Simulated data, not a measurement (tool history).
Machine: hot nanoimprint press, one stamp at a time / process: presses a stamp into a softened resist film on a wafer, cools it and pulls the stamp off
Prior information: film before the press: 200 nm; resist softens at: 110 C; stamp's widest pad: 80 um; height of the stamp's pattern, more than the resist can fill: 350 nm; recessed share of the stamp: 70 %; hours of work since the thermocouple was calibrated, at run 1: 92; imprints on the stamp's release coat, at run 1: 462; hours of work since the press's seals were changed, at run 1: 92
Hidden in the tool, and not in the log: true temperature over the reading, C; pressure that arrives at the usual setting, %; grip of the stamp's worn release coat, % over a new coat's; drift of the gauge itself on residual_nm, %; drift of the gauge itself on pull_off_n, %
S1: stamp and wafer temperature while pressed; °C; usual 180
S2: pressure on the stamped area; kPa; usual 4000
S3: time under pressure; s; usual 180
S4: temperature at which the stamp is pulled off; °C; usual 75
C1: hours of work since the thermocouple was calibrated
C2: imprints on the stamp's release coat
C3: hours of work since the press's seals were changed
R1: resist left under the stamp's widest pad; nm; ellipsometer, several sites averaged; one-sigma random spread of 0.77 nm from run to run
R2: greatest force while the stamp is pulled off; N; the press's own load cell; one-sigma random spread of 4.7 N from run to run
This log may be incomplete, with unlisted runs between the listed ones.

run 1 hour=0.0 | S1=180 S2=4000 S3=180 S4=75 | C1=92 C2=462 C3=92 | R1=98.5 R2=274
run 2 hour=33.8 | S1=180 S2=4000 S3=180 S4=75 | C1=112 C2=595 C3=112 | R1=99.2 R2=283
-- hour=44.6 stamp cleaned and given a new release coat
run 3 hour=74.4 | S1=180 S2=4000 S3=180 S4=75 | C1=132 C2=116 C3=132 | R1=99.6 R2=244
run 4 hour=114.9 | S1=180 S2=4000 S3=180 S4=75 | C1=156 C2=275 C3=156 | R1=100.6 R2=253
run 5 hour=143.8 | S1=185 S2=4000 S3=180 S4=75 | C1=173 C2=389 C3=173 | R1=76.4 R2=264
run 6 hour=176.1 | S1=180 S2=4000 S3=92 S4=75 | C1=192 C2=516 C3=192 | R1=128.1 R2=273

Estimate the outcome of run 7 from the log above:
run 7 hour=198.3 | S1=180 S2=4000 S3=92 S4=75 | C1=205 C2=603 C3=205 | R1=? R2=?

R1: 128.6 nm
R2: 284 N
If the tool had no hidden condition, the same run with the same run-to-run variation would have returned R1 124.0 nm, R2 231 N.

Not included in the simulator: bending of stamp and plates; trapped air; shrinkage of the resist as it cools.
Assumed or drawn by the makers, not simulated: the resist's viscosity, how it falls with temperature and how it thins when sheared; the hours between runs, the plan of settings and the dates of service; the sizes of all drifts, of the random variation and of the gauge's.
